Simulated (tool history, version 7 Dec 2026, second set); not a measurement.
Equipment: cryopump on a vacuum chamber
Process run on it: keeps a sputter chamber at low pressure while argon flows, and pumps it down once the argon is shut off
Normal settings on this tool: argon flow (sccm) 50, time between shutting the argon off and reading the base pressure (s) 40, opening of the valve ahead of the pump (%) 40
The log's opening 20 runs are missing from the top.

run,hour,argon flow (sccm),time between shutting the argon off and reading the base pressure (s),opening of the valve ahead of the pump (%),hours of work since the pump was warmed up and emptied,hours of work since the cold head was overhauled,hours of work since the chamber's fittings were tightened,pressure while argon flows (Pa),pressure after the wait (uPa)
21,487,50,108,40,308,308,480,0.2275,2.03
22,508.2,50,58,40,321,321,493,0.2296,2.72
23,539.9,60,140,18,340,340,513,0.5995,2.07
24,570.6,28,140,26,359,359,532,0.1952,2.11
25,601.2,74,262,20,378,378,551,0.6643,1.91
26,628.2,36,38,47,395,395,567,0.1422,3.62
27,645.6,50,22,40,405,405,578,0.2297,4.9
28,664.5,50,20,26,417,417,590,0.3483,5.22
29,689.3,41,36,36,432,432,605,0.2101,3.7
30,708.9,75,40,58,444,444,617,0.2442,3.65
31,723.3,50,121,20,453,453,626,0.4527,2.43
32,749.9,50,56,40,470,470,642,0.2333,3.14
33,779.1,23,40,40,488,488,660,0.107,3.74
34,808.9,23,40,40,506,506,679,0.1073,3.7

Forecast each of these 5 alternatives for the next run:
A,830.1,64,22,34,519,519,692,?,?
B,830.1,23,121,40,519,519,692,?,?
C,830.1,82,88,18,519,519,692,?,?
D,830.1,69,46,32,519,519,692,?,?
E,830.1,23,34,40,519,519,692,?,?

run,pressure while argon flows (Pa),pressure after the wait (uPa)
A,0.3492,5.12
B,0.1074,2.67
C,0.8256,2.83
D,0.3965,3.61
E,0.1072,4.19
The same runs, with their run-to-run variation unchanged, on a tool lacking any hidden condition would have given:
run,pressure while argon flows (Pa),pressure after the wait (uPa)
A,0.3339,3.44
B,0.1019,0.92
C,0.806,1.12
D,0.3801,1.87
E,0.1017,2.43
